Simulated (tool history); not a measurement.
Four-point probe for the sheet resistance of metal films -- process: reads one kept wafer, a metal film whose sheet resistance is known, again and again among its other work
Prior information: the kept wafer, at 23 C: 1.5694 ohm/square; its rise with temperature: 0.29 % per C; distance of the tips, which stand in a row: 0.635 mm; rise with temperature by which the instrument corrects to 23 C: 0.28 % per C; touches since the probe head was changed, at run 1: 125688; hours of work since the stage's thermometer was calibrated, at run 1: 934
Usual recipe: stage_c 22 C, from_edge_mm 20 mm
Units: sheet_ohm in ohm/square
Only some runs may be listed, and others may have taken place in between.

run     day  stage_c  from_edge_mm  touches since the probe head was changed  hours of work since the stage's thermometer was calibrated  sheet_ohm
  1       0       22            20                                    125688                                                         934   1.569731
  2   2.279       22            33                                    127815                                                         957   1.569427
  3   4.771       22            33                                    130144                                                         983   1.569312
  4   7.304       22            33                                    132511                                                        1010   1.569495
  5  10.133       30            20                                    135157                                                        1039    1.57037
     11.383  -- new probe head fitted
  6  13.204       30            20                                      1700                                                        1071   1.570423
  7  14.821       30            20                                      3212                                                        1087   1.570692
  8  16.883       22            20                                      5137                                                        1109   1.569803
  9   18.75       22            20                                      6882                                                        1128   1.570171
 10  20.208       22            20                                      8244                                                        1143   1.569979
 11  23.133       26            20                                     10978                                                        1174   1.570503
 12  25.454       32             4                                     13145                                                        1198   1.590543
 13  26.883       33             5                                     14480                                                        1213   1.583636
 14  29.825       33             5                                     17228                                                        1243   1.583626
 15  31.512       24            39                                     18806                                                        1261   1.570034
 16  34.417       18            39                                     21520                                                        1291   1.568888
 17    36.8       18             3                                     23747                                                        1316   1.606262

4 ways to go on from here, each from the tool as it stands after run 17. What would each give?
  A  39.688       24             4                                     26445                                                        1346          ?
  B  39.688       19            51                                     26445                                                        1346          ?
  C  39.688       18             7                                     26445                                                        1346          ?
  D  39.688       31             9                                     26445                                                        1346          ?

run  sheet_ohm
  A   1.590259
  B   1.569407
  C   1.575664
  D   1.573543
Without the tool's unlogged condition, the same runs would have read:
run  sheet_ohm
  A    1.59042
  B   1.569567
  C   1.575823
  D   1.573702

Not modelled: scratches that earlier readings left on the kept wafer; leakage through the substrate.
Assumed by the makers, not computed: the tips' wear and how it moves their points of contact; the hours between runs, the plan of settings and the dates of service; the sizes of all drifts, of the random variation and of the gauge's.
